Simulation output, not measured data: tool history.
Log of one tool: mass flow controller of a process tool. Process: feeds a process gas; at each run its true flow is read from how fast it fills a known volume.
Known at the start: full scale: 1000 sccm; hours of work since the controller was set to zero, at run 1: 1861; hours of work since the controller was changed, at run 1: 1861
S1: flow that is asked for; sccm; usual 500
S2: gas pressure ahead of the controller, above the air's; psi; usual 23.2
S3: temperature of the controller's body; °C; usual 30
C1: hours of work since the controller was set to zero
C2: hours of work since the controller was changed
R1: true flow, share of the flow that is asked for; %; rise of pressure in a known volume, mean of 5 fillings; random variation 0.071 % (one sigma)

run	hour	S1	S2	S3	C1	C2	R1
1	0.0	500	23.2	30	1861	1861	99.89
2	82.2	500	23.2	30	1914	1914	99.63
3	132.1	481	23.2	30	1946	1946	99.77
4	233.1	500	23.2	30	2011	2011	99.76
5	333.8	500	23.2	30	2076	2076	99.73
6	437.7	500	23.2	30	2143	2143	99.72
7	497.8	500	23.2	30	2182	2182	99.80
8	544.4	500	23.2	30	2212	2212	99.83
9	645.7	500	28.4	30	2277	2277	100.11
10	714.8	500	28.4	30	2322	2322	100.02
11	784.9	500	25.1	30	2367	2367	99.82
12	874.1	500	23.2	30	2425	2425	99.82
13	983.0	283	23.2	30	2495	2495	99.28
14	1083.5	283	23.2	30	2560	2560	99.26
15	1167.3	283	23.2	30	2614	2614	99.35
16	1234.0	283	23.2	30	2657	2657	99.37
17	1305.9	500	23.2	30	2703	2703	99.83
18	1397.5	500	23.2	30	2763	2763	99.89
19	1503.6	500	23.2	30	2831	2831	99.69
20	1550.0	500	23.2	30	2861	2861	99.77
21	1623.6	500	23.2	30	2908	2908	99.85
22	1725.1	500	23.2	30	2974	2974	99.88
23	1781.9	500	23.2	30	3011	3011	99.91
24	1865.3	500	23.2	30	3064	3064	99.69
25	1931.1	947	23.2	30	3107	3107	100.45
26	2013.5	947	23.2	30	3160	3160	100.41
27	2095.9	125	21.3	30	3213	3213	97.64
28	2145.5	500	32.8	37	3245	3245	100.97
29	2215.0	500	22.5	22	3290	3290	99.12
30	2320.2	500	22.5	22	3358	3358	99.13
31	2370.6	500	22.5	22	3390	3390	99.22
32	2451.3	500	22.5	22	3442	3442	99.12
33	2541.0	500	22.5	22	3500	3500	99.03
34	2626.1	500	26.0	33	3555	3555	100.34
35	2731.0	785	23.2	30	3623	3623	100.16
36	2787.3	893	32.5	26	3659	3659	100.43
37	2892.1	500	38.1	30	3727	3727	100.65
38	2950.8	601	24.9	37	3765	3765	100.78
39	3052.8	670	37.9	37	3831	3831	101.61
40	3106.7	670	37.9	37	3865	3865	101.76
41	3203.4	499	27.0	37	3928	3928	100.85
42	3303.1	500	23.2	23	3992	3992	99.22
43	3347.6	500	23.2	23	4021	4021	99.22
44	3399.0	500	26.8	30	4054	4054	100.01
45	3490.8	452	23.2	24	4113	4113	99.25
46	3559.9	165	29.7	37	4158	4158	99.06
47	3605.7	165	29.7	37	4187	4187	98.96

Forecast each of these 4 alternatives for the next run:
A	3699.5	235	29.7	30	4248	4248	?
B	3699.5	160	27.8	20	4248	4248	?
C	3699.5	165	35.8	37	4248	4248	?
D	3699.5	424	29.0	34	4248	4248	?

run	R1
A	99.16
B	97.04
C	99.28
D	100.44
Without the tool's hidden state the same runs would have given:
run	R1
A	100.27
B	99.05
C	101.20
D	100.69
